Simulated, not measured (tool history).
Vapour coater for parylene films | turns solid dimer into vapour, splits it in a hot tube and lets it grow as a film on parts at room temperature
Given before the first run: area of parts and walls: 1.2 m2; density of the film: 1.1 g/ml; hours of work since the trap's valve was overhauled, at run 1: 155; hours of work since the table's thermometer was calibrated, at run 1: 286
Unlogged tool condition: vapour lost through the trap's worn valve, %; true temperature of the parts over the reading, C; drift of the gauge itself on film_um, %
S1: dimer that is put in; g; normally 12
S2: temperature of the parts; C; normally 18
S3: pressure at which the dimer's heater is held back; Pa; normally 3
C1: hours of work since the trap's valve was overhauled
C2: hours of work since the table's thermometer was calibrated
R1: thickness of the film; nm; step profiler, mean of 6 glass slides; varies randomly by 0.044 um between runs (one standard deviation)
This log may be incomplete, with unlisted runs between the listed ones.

Run 1, hour 0: usual settings; C1 155; C2 286. Result: R1 4910 nm.
Run 2, hour 36.7: usual settings but S3 2.61 Pa; C1 170; C2 301. Result: R1 4880 nm.
Run 3, hour 70.6: usual settings; C1 184; C2 315. Result: R1 4780 nm.
Run 4, hour 93.8: usual settings; C1 194; C2 325. Result: R1 4800 nm.
Run 5, hour 126.1: usual settings; C1 207; C2 338. Result: R1 4850 nm.
Run 6, hour 159.5: usual settings; C1 220; C2 351. Result: R1 4720 nm.
Run 7, hour 193.5: usual settings but S1 7 g; C1 234; C2 365. Result: R1 2750 nm.
Run 8, hour 222.8: usual settings but S1 7 g; C1 246; C2 377. Result: R1 2740 nm.
Run 9, hour 260.1: usual settings but S1 7 g; C1 261; C2 392. Result: R1 2740 nm.
Run 10, hour 290.3: usual settings; C1 274; C2 405. Result: R1 4600 nm.
Run 11, hour 326.9: usual settings; C1 289; C2 420. Result: R1 4560 nm.
Run 12, hour 349.1: usual settings; C1 298; C2 429. Result: R1 4590 nm.
Run 13, hour 386.7: usual settings but S3 5.69 Pa; C1 313; C2 444. Result: R1 4240 nm.
Run 14, hour 416.1: usual settings but S3 5.69 Pa; C1 325; C2 456. Result: R1 4220 nm.
Run 15, hour 453.6: usual settings but S3 5.69 Pa; C1 340; C2 471. Result: R1 4200 nm.
Run 16, hour 476.6: usual settings; C1 350; C2 480. Result: R1 4550 nm.
At hour 507.7: trap's valve overhauled.
Run 17, hour 507.7: usual settings; C1 0; C2 492. Result: R1 5100 nm.
Run 18, hour 546.6: usual settings; C1 16; C2 507. Result: R1 5090 nm.
Run 19, hour 582.3: usual settings; C1 30; C2 522. Result: R1 5110 nm.
Run 20, hour 598.7: usual settings but S2 29 C; C1 37; C2 529. Result: R1 4320 nm.
Run 21, hour 626.3: usual settings; C1 48; C2 540. Result: R1 5070 nm.
Run 22, hour 643: usual settings; C1 55; C2 547. Result: R1 5030 nm.
Run 23, hour 667.8: usual settings but S2 17 C, S3 7.38 Pa; C1 65; C2 557. Result: R1 4430 nm.
Run 24, hour 693: usual settings but S2 17 C, S3 7.38 Pa; C1 75; C2 567. Result: R1 4490 nm.
Run 25, hour 727.5: usual settings but S1 15 g, S2 29 C, S3 5.61 Pa; C1 90; C2 581. Result: R1 4820 nm.
Run 26, hour 757.4: usual settings but S1 15 g, S2 29 C, S3 5.13 Pa; C1 102; C2 593. Result: R1 4820 nm.
Run 27, hour 777.9: usual settings but S1 17 g, S2 16 C, S3 5.92 Pa; C1 110; C2 602. Result: R1 6700 nm.
Run 28, hour 815.7: usual settings but S1 11 g, S2 16 C, S3 5.92 Pa; C1 125; C2 617. Result: R1 4260 nm.
Run 29, hour 834.7: usual settings but S1 20 g, S2 16 C, S3 10.5 Pa; C1 133; C2 625. Result: R1 7240 nm.
Run 30, hour 865.6: usual settings but S1 7 g, S3 8.47 Pa; C1 146; C2 637. Result: R1 2480 nm.
Run 31, hour 887: usual settings but S1 7 g, S3 8.47 Pa; C1 154; C2 646. Result: R1 2420 nm.
Run 32, hour 917.4: usual settings but S1 7 g, S3 8.47 Pa; C1 167; C2 658. Result: R1 2440 nm.
Run 33, hour 937.3: usual settings but S2 24 C, S3 2.81 Pa; C1 175; C2 666. Result: R1 4420 nm.
Run 34, hour 977.5: usual settings but S2 24 C, S3 2.81 Pa; C1 191; C2 683. Result: R1 4360 nm.
Run 35, hour 1004.8: usual settings but S1 6 g; C1 202; C2 694. Result: R1 2340 nm.
Run 36, hour 1022.3: usual settings but S3 4.45 Pa; C1 210; C2 701. Result: R1 4480 nm.
Run 37, hour 1044.7: usual settings but S1 8 g; C1 219; C2 710. Result: R1 3110 nm.
Run 38, hour 1078.1: usual settings but S1 19 g, S3 6.63 Pa; C1 232; C2 724. Result: R1 6770 nm.
Run 39, hour 1098.7: usual settings but S1 14 g; C1 241; C2 732. Result: R1 5440 nm.
Run 40, hour 1136.3: usual settings but S1 8 g, S2 16 C, S3 4.56 Pa; C1 256; C2 748. Result: R1 3060 nm.
Run 41, hour 1162: usual settings but S1 6 g, S3 8.76 Pa; C1 266; C2 758. Result: R1 2030 nm.
Run 42, hour 1180.4: usual settings but S1 6 g, S3 8.76 Pa; C1 274; C2 766. Result: R1 2020 nm.
Run 43, hour 1220.7: usual settings but S1 6 g, S3 8.76 Pa; C1 290; C2 782. Result: R1 1990 nm.
Run 44, hour 1252.9: usual settings but S1 6 g, S3 8.76 Pa; C1 304; C2 795. Result: R1 1970 nm.

What differs in the tool's unlogged condition from the final listed run ahead of each entry between runs to the first listed run following it?
Runs 16 to 17: trap's valve overhauled (hour 507.7)
  vapour lost through the trap's worn valve, %: 11.8 -> 0.2
  the result without the hidden state subtracted from the measured one, R1: -620 -> -20 nm
